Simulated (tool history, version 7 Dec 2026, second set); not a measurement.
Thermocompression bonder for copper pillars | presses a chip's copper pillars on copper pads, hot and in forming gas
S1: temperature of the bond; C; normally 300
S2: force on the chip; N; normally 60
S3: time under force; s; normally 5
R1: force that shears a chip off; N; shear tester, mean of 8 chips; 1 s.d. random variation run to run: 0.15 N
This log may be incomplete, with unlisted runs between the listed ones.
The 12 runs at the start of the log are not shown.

run,hour,S1,S2,S3,R1
13,105.4,300,60,5,76.0
14,114.2,300,60,5,76.1
15,126.4,300,74,5,91.8
16,132.8,300,74,5,91.9
17,144.4,300,60,5,76.2
18,153.6,324,55,5,85.5
19,163.3,324,55,5,85.6
20,174.2,324,55,5,85.2
21,184.1,322,55,15,111.5
22,195.9,322,40,5,61.5
23,206.4,312,60,5,84.2
24,218.8,312,60,5,84.0
25,226.8,314,48,6,73.5
26,233.5,325,70,11,121.0
27,240.0,300,76,5,93.8

Forecast run 28:
28,247.7,306,66,7,?

R1: 95.8 N
Without the tool's hidden state the same run would have given R1 95.9 N.
